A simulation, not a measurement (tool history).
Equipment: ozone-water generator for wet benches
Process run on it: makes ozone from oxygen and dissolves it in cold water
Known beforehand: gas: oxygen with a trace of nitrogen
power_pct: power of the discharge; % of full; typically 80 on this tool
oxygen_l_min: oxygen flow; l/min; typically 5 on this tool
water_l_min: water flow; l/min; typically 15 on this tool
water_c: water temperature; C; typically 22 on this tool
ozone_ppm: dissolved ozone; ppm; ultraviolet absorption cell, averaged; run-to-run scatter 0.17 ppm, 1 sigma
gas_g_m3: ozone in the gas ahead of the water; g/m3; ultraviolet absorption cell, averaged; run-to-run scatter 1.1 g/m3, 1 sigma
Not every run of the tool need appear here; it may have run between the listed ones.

{"run": 1, "day": 0.0, "power_pct": 80, "oxygen_l_min": 5, "water_l_min": 15, "water_c": 22, "ozone_ppm": 21.7, "gas_g_m3": 186.1}
{"run": 2, "day": 0.792, "power_pct": 80, "oxygen_l_min": 5, "water_l_min": 19, "water_c": 22, "ozone_ppm": 18.2, "gas_g_m3": 186.3}
{"run": 3, "day": 1.6, "power_pct": 80, "oxygen_l_min": 5, "water_l_min": 19, "water_c": 22, "ozone_ppm": 18.3, "gas_g_m3": 186.2}
{"run": 4, "day": 2.796, "power_pct": 80, "oxygen_l_min": 5, "water_l_min": 19, "water_c": 22, "ozone_ppm": 18.3, "gas_g_m3": 188.2}
{"run": 5, "day": 4.229, "power_pct": 80, "oxygen_l_min": 5, "water_l_min": 19, "water_c": 22, "ozone_ppm": 18.3, "gas_g_m3": 184.6}
{"run": 6, "day": 5.329, "power_pct": 80, "oxygen_l_min": 5, "water_l_min": 19, "water_c": 22, "ozone_ppm": 17.8, "gas_g_m3": 187.1}
{"run": 7, "day": 6.208, "power_pct": 80, "oxygen_l_min": 5, "water_l_min": 15, "water_c": 22, "ozone_ppm": 21.5, "gas_g_m3": 186.3}
{"run": 8, "day": 7.662, "power_pct": 80, "oxygen_l_min": 5, "water_l_min": 15, "water_c": 22, "ozone_ppm": 21.4, "gas_g_m3": 183.8}
{"run": 9, "day": 8.333, "power_pct": 80, "oxygen_l_min": 5, "water_l_min": 15, "water_c": 22, "ozone_ppm": 21.4, "gas_g_m3": 185.6}
{"run": 10, "day": 9.708, "power_pct": 80, "oxygen_l_min": 5, "water_l_min": 15, "water_c": 22, "ozone_ppm": 21.4, "gas_g_m3": 185}
{"run": 11, "day": 10.621, "power_pct": 80, "oxygen_l_min": 5, "water_l_min": 15, "water_c": 22, "ozone_ppm": 21.4, "gas_g_m3": 186.1}
{"run": 12, "day": 11.796, "power_pct": 80, "oxygen_l_min": 5, "water_l_min": 15, "water_c": 22, "ozone_ppm": 21.3, "gas_g_m3": 183.7}
{"run": 13, "day": 13.283, "power_pct": 80, "oxygen_l_min": 5, "water_l_min": 15, "water_c": 22, "ozone_ppm": 21.4, "gas_g_m3": 186}
{"run": 14, "day": 13.992, "power_pct": 80, "oxygen_l_min": 5, "water_l_min": 15, "water_c": 22, "ozone_ppm": 21.5, "gas_g_m3": 185.7}
{"run": 15, "day": 15.383, "power_pct": 80, "oxygen_l_min": 5, "water_l_min": 15, "water_c": 22, "ozone_ppm": 21.3, "gas_g_m3": 185}
{"run": 16, "day": 16.471, "power_pct": 57, "oxygen_l_min": 5, "water_l_min": 15, "water_c": 22, "ozone_ppm": 17.1, "gas_g_m3": 145.8}
{"run": 17, "day": 17.938, "power_pct": 80, "oxygen_l_min": 5, "water_l_min": 10, "water_c": 22, "ozone_ppm": 27.3, "gas_g_m3": 185}
{"run": 18, "day": 18.771, "power_pct": 75, "oxygen_l_min": 5, "water_l_min": 15, "water_c": 22, "ozone_ppm": 20.5, "gas_g_m3": 178.4}
{"run": 19, "day": 19.562, "power_pct": 75, "oxygen_l_min": 5, "water_l_min": 15, "water_c": 22, "ozone_ppm": 20.6, "gas_g_m3": 177.5}
{"run": 20, "day": 20.425, "power_pct": 75, "oxygen_l_min": 5, "water_l_min": 15, "water_c": 22, "ozone_ppm": 20.4, "gas_g_m3": 176.5}
{"run": 21, "day": 21.3, "power_pct": 87, "oxygen_l_min": 6.53, "water_l_min": 16, "water_c": 28, "ozone_ppm": 18.1, "gas_g_m3": 161}
{"run": 22, "day": 22.742, "power_pct": 87, "oxygen_l_min": 6.53, "water_l_min": 16, "water_c": 28, "ozone_ppm": 18.2, "gas_g_m3": 163.3}
{"run": 23, "day": 23.946, "power_pct": 41, "oxygen_l_min": 5, "water_l_min": 15, "water_c": 16, "ozone_ppm": 14.9, "gas_g_m3": 115.9}
{"day": 24.046, "done": "water thermometer calibrated"}
{"run": 24, "day": 24.85, "power_pct": 80, "oxygen_l_min": 7.64, "water_l_min": 13, "water_c": 27, "ozone_ppm": 18.2, "gas_g_m3": 138.8}
{"run": 25, "day": 25.925, "power_pct": 97, "oxygen_l_min": 5, "water_l_min": 11, "water_c": 22, "ozone_ppm": 29.4, "gas_g_m3": 211.2}
{"run": 26, "day": 27.354, "power_pct": 50, "oxygen_l_min": 5, "water_l_min": 15, "water_c": 22, "ozone_ppm": 15.7, "gas_g_m3": 134.1}
{"run": 27, "day": 28.833, "power_pct": 80, "oxygen_l_min": 5, "water_l_min": 11, "water_c": 20, "ozone_ppm": 26.3, "gas_g_m3": 186.1}
{"day": 29.321, "done": "water thermometer calibrated, once more"}
{"run": 28, "day": 30.229, "power_pct": 80, "oxygen_l_min": 5, "water_l_min": 11, "water_c": 20, "ozone_ppm": 26.7, "gas_g_m3": 184.4}
{"run": 29, "day": 31.567, "power_pct": 80, "oxygen_l_min": 5, "water_l_min": 17, "water_c": 17, "ozone_ppm": 21, "gas_g_m3": 181.6}
{"run": 30, "day": 32.671, "power_pct": 68, "oxygen_l_min": 5, "water_l_min": 21, "water_c": 22, "ozone_ppm": 15, "gas_g_m3": 164}
{"run": 31, "day": 33.375, "power_pct": 80, "oxygen_l_min": 8.73, "water_l_min": 15, "water_c": 17, "ozone_ppm": 19.8, "gas_g_m3": 125.7}
{"run": 32, "day": 34.125, "power_pct": 69, "oxygen_l_min": 7.67, "water_l_min": 15, "water_c": 21, "ozone_ppm": 17.3, "gas_g_m3": 124.6}
{"run": 33, "day": 35.238, "power_pct": 64, "oxygen_l_min": 5, "water_l_min": 15, "water_c": 22, "ozone_ppm": 18.1, "gas_g_m3": 158.5}

Alternative continuations, all from the tool just after run 33; predict every row:
{"run": "A", "day": 36.471, "power_pct": 64, "oxygen_l_min": 2.58, "water_l_min": 12, "water_c": 20, "ozone_ppm": "?", "gas_g_m3": "?"}
{"run": "B", "day": 36.471, "power_pct": 74, "oxygen_l_min": 7.81, "water_l_min": 24, "water_c": 22, "ozone_ppm": "?", "gas_g_m3": "?"}
{"run": "C", "day": 36.471, "power_pct": 93, "oxygen_l_min": 5, "water_l_min": 17, "water_c": 26, "ozone_ppm": "?", "gas_g_m3": "?"}

run=A ozone_ppm=24.3 gas_g_m3=248.7
run=B ozone_ppm=13.3 gas_g_m3=127.3
run=C ozone_ppm=20.1 gas_g_m3=203.3
The same runs, with their run-to-run variation unchanged, on a tool lacking any hidden condition would have given:
run=A ozone_ppm=26.1 gas_g_m3=255.7
run=B ozone_ppm=14.5 gas_g_m3=131.2
run=C ozone_ppm=21.9 gas_g_m3=210.5
